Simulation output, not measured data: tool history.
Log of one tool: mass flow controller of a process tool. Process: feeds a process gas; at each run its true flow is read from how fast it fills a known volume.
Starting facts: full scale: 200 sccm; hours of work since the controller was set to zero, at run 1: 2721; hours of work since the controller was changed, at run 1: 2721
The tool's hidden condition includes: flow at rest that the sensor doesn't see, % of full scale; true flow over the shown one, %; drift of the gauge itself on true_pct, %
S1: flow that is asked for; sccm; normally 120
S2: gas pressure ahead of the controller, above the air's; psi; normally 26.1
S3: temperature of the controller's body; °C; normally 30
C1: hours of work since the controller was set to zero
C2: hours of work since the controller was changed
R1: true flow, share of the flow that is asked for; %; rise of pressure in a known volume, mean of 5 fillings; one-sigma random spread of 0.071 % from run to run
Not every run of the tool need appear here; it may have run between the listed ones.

Run 1, hour 0.0: usual settings; C1 2721; C2 2721. Result: R1 99.08 %.
Run 2, hour 244.7: usual settings but S2 21.6 psi; C1 2881; C2 2881. Result: R1 99.06 %.
Run 3, hour 551.5: usual settings but S2 26.5 psi; C1 3081; C2 3081. Result: R1 99.08 %.
Run 4, hour 910.6: usual settings but S2 26.5 psi; C1 3316; C2 3316. Result: R1 98.98 %.
Run 5, hour 1101.9: usual settings but S2 26.5 psi; C1 3441; C2 3441. Result: R1 99.11 %.
Run 6, hour 1478.2: usual settings but S2 26.5 psi; C1 3687; C2 3687. Result: R1 98.80 %.
Run 7, hour 1731.4: usual settings but S2 26.5 psi; C1 3853; C2 3853. Result: R1 98.83 %.
Run 8, hour 2094.4: usual settings but S2 26.5 psi; C1 4090; C2 4090. Result: R1 98.82 %.
Run 9, hour 2372.6: usual settings but S2 29.2 psi, S3 39 °C; C1 4272; C2 4272. Result: R1 99.97 %.

Run 10, settings as shown, results not yet in. Your forecast:
Run 10, hour 2606.0: usual settings but S2 29.2 psi, S3 39 °C; C1 4425; C2 4425. Result: R1 ?.

For run 10 the tool returned R1 99.97 %.
Had the tool carried no hidden state, the very same run would have given R1 100.83 %.
